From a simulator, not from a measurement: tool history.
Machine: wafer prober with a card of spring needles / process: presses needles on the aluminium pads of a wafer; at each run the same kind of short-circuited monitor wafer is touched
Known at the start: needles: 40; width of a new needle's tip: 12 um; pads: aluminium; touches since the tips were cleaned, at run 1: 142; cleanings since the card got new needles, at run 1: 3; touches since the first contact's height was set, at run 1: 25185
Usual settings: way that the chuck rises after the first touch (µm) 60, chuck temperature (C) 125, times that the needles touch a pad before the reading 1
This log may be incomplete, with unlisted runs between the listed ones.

run   hour  way that the chuck rises after the first touch (µm)  chuck temperature (C)  times that the needles touch a pad before the reading  touches since the tips were cleaned  cleanings since the card got new needles  touches since the first contact's height was set  resistance of one needle with its contact and lead (mohm)  way that a needle slides on the pad (µm)
  1    0.0                                                   60                    125                                                      1                                  142                                         3                                             25185                                                        200                                     11.52
      13.7  -- tips cleaned on abrasive film
  2   13.7                                                   60                    125                                                      1                                    0                                         4                                             33027                                                        189                                     11.53
      27.7  -- tips cleaned on abrasive film
  3   29.3                                                   60                    125                                                      2                                  884                                         5                                             41886                                                        196                                     11.50
      41.3  -- tips cleaned on abrasive film
  4   44.9                                                   60                     56                                                      1                                 2069                                         6                                             50804                                                        206                                     11.47
      56.0  -- tips cleaned on abrasive film
  5   58.4                                                   60                     56                                                      1                                 1423                                         7                                             58552                                                        198                                     11.47
      69.6  -- tips cleaned on abrasive film
  6   73.4                                                   60                     32                                                      1                                 2161                                         8                                             67071                                                        199                                     11.46
  7   82.1                                                   60                    125                                                      2                                 7192                                         8                                             72102                                                        220                                     11.46
      83.1  -- tips cleaned on abrasive film
  8   94.7                                                   60                    125                                                      2                                 6674                                         9                                             79300                                                        219                                     11.42
      97.2  -- tips cleaned on abrasive film
  9  108.6                                                   47                    125                                                      1                                 6579                                        10                                             87227                                                        262                                      8.94
     111.5  -- tips cleaned on abrasive film
 10  117.4                                                   47                    125                                                      1                                 3368                                        11                                             92184                                                        243                                      8.89
     119.1  -- height of the first contact set anew
     126.0  -- tips cleaned on abrasive film
 11  126.2                                                   47                    125                                                      1                                  131                                        12                                              4052                                                        197                                      9.04
 12  133.6                                                   47                    125                                                      1                                 4360                                        12                                              8281                                                        254                                      9.06
     140.1  -- tips cleaned on abrasive film
 13  142.4                                                   47                    125                                                      1                                 1314                                        13                                             13298                                                        221                                      9.01
     153.7  -- tips cleaned on abrasive film
 14  158.5                                                   47                    125                                                      1                                 2754                                        14                                             22481                                                        243                                      9.01
     168.3  -- tips cleaned on abrasive film
 15  175.6                                                   47                    125                                                      1                                 4201                                        15                                             32257                                                        244                                      8.98
     182.7  -- tips cleaned on abrasive film
 16  187.9                                                   47                    125                                                      1                                 2967                                        16                                             39259                                                        241                                      9.00
     196.8  -- tips cleaned on abrasive film
 17  199.5                                                   47                    125                                                      1                                 1537                                        17                                             45909                                                        227                                      8.99
     210.9  -- tips cleaned on abrasive film
 18  212.6                                                   60                     66                                                      1                                  987                                        18                                             53351                                                        187                                     11.50
     225.0  -- tips cleaned on abrasive film
 19  230.1                                                   65                    102                                                      2                                 2962                                        19                                             63399                                                        204                                     12.38
     239.0  -- tips cleaned on abrasive film
 20  242.5                                                   65                    102                                                      2                                 2035                                        20                                             70443                                                        198                                     12.43
     253.5  -- tips cleaned on abrasive film
 21  256.4                                                   74                    102                                                      2                                 1642                                        21                                             78357                                                        193                                     14.12
 22  264.7                                                   74                    102                                                      2                                 6425                                        21                                             83140                                                        206                                     14.13
     267.8  -- tips cleaned on abrasive film
 23  274.0                                                   51                     80                                                      3                                 3574                                        22                                             88459                                                        203                                      9.69
     281.3  -- height of the first contact set anew
     282.5  -- tips cleaned on abrasive film
 24  285.0                                                   51                     80                                                      3                                 1456                                        23                                              2089                                                        193                                      9.81
 25  295.5                                                   55                    125                                                      3                                 7507                                        23                                              8140                                                        211                                     10.58
     296.6  -- tips cleaned on abrasive film
 26  307.1                                                   55                    125                                                      3                                 6057                                        24                                             14720                                                        214                                     10.58
     310.8  -- tips cleaned on abrasive film
 27  318.3                                                   60                    125                                                      1                                 4359                                        25                                             21124                                                        226                                     11.52
     325.6  -- tips cleaned on abrasive film
 28  331.4                                                   75                     27                                                      1                                 3357                                        26                                             28581                                                        195                                     14.40
     339.7  -- tips cleaned on abrasive film
 29  344.5                                                   60                    125                                                      3                                 2748                                        27                                             36048                                                        203                                     11.50
     353.5  -- tips cleaned on abrasive film
 30  358.2                                                   71                     94                                                      2                                 2659                                        28                                             43847                                                        195                                     13.58

What if the next run were any one of these 3? Each begins from the tool's condition after run 30:
     368.0  -- tips cleaned on abrasive film
  A  368.0                                                   52                     78                                                      2                                    0                                        29                                             49467                                                          ?                                         ?
     368.0  -- tips cleaned on abrasive film
  B  368.0                                                   50                     51                                                      2                                    0                                        29                                             49467                                                          ?                                         ?
     368.0  -- tips cleaned on abrasive film
  C  368.0                                                   76                    124                                                      3                                    0                                        29                                             49467                                                          ?                                         ?

run  resistance of one needle with its contact and lead (mohm)  way that a needle slides on the pad (µm)
  A                                                        186                                      9.94
  B                                                        179                                      9.55
  C                                                        188                                     14.54
The same runs, with their run-to-run variation unchanged, on a tool lacking any hidden condition would have given:
run  resistance of one needle with its contact and lead (mohm)  way that a needle slides on the pad (µm)
  A                                                        182                                     10.03
  B                                                        175                                      9.64
  C                                                        187                                     14.62
